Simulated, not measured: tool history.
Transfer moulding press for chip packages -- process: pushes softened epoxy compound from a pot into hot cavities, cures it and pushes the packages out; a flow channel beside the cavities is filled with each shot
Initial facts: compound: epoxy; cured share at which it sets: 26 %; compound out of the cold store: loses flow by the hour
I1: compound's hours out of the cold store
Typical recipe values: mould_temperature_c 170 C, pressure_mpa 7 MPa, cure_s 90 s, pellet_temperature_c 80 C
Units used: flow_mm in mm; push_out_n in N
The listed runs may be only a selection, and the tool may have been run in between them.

{"run": 1, "day": 0.0, "mould_temperature_c": 170, "pressure_mpa": 7, "cure_s": 90, "pellet_temperature_c": 80, "I1": 10.8, "flow_mm": 687, "push_out_n": 1005}
{"run": 2, "day": 0.329, "mould_temperature_c": 170, "pressure_mpa": 7, "cure_s": 80, "pellet_temperature_c": 80, "I1": 36.6, "flow_mm": 615, "push_out_n": 1269}
{"run": 3, "day": 0.604, "mould_temperature_c": 170, "pressure_mpa": 7, "cure_s": 80, "pellet_temperature_c": 80, "I1": 20.5, "flow_mm": 659, "push_out_n": 1301}
{"run": 4, "day": 0.929, "mould_temperature_c": 170, "pressure_mpa": 7.97, "cure_s": 90, "pellet_temperature_c": 80, "I1": 35.5, "flow_mm": 659, "push_out_n": 993}
{"run": 5, "day": 1.417, "mould_temperature_c": 170, "pressure_mpa": 7, "cure_s": 90, "pellet_temperature_c": 89, "I1": 27, "flow_mm": 636, "push_out_n": 1052}
{"day": 1.588, "done": "cavities cleaned with cleaning compound and waxed"}
{"run": 6, "day": 2.075, "mould_temperature_c": 170, "pressure_mpa": 7, "cure_s": 90, "pellet_temperature_c": 89, "I1": 37.3, "flow_mm": 610, "push_out_n": 691}
{"run": 7, "day": 2.596, "mould_temperature_c": 170, "pressure_mpa": 7, "cure_s": 90, "pellet_temperature_c": 89, "I1": 17.6, "flow_mm": 653, "push_out_n": 781}
{"run": 8, "day": 2.938, "mould_temperature_c": 170, "pressure_mpa": 7, "cure_s": 90, "pellet_temperature_c": 80, "I1": 23.3, "flow_mm": 634, "push_out_n": 886}
{"run": 9, "day": 3.421, "mould_temperature_c": 170, "pressure_mpa": 7, "cure_s": 90, "pellet_temperature_c": 80, "I1": 22.1, "flow_mm": 639, "push_out_n": 952}
{"run": 10, "day": 4.021, "mould_temperature_c": 170, "pressure_mpa": 7, "cure_s": 90, "pellet_temperature_c": 80, "I1": 41.8, "flow_mm": 602, "push_out_n": 961}
{"run": 11, "day": 4.588, "mould_temperature_c": 170, "pressure_mpa": 7, "cure_s": 90, "pellet_temperature_c": 82, "I1": 8.3, "flow_mm": 672, "push_out_n": 1020}
{"day": 5.179, "done": "cavities cleaned with cleaning compound and waxed"}
{"run": 12, "day": 5.208, "mould_temperature_c": 170, "pressure_mpa": 7, "cure_s": 90, "pellet_temperature_c": 80, "I1": 8.7, "flow_mm": 662, "push_out_n": 614}
{"run": 13, "day": 5.792, "mould_temperature_c": 170, "pressure_mpa": 7, "cure_s": 90, "pellet_temperature_c": 80, "I1": 23.9, "flow_mm": 622, "push_out_n": 769}
{"run": 14, "day": 6.204, "mould_temperature_c": 170, "pressure_mpa": 7, "cure_s": 90, "pellet_temperature_c": 80, "I1": 18.3, "flow_mm": 629, "push_out_n": 822}
{"day": 6.65, "done": "plunger's sealing rings changed"}
{"run": 15, "day": 6.742, "mould_temperature_c": 170, "pressure_mpa": 7, "cure_s": 103, "pellet_temperature_c": 86, "I1": 35, "flow_mm": 675, "push_out_n": 721}
{"run": 16, "day": 7.321, "mould_temperature_c": 170, "pressure_mpa": 7, "cure_s": 103, "pellet_temperature_c": 86, "I1": 25.5, "flow_mm": 700, "push_out_n": 779}
{"run": 17, "day": 7.812, "mould_temperature_c": 167, "pressure_mpa": 6.7, "cure_s": 78, "pellet_temperature_c": 79, "I1": 34.6, "flow_mm": 670, "push_out_n": 1608}

Run 18 comes next. What will it give?
{"run": 18, "day": 8.25, "mould_temperature_c": 167, "pressure_mpa": 6.7, "cure_s": 78, "pellet_temperature_c": 79, "I1": 28.2, "flow_mm": "?", "push_out_n": "?"}

{"run 18": {"flow_mm": 681, "push_out_n": 1724}}
On a tool with no hidden condition, and with the same random variation, this run would have come out at flow_mm 689 mm, push_out_n 1002 N.
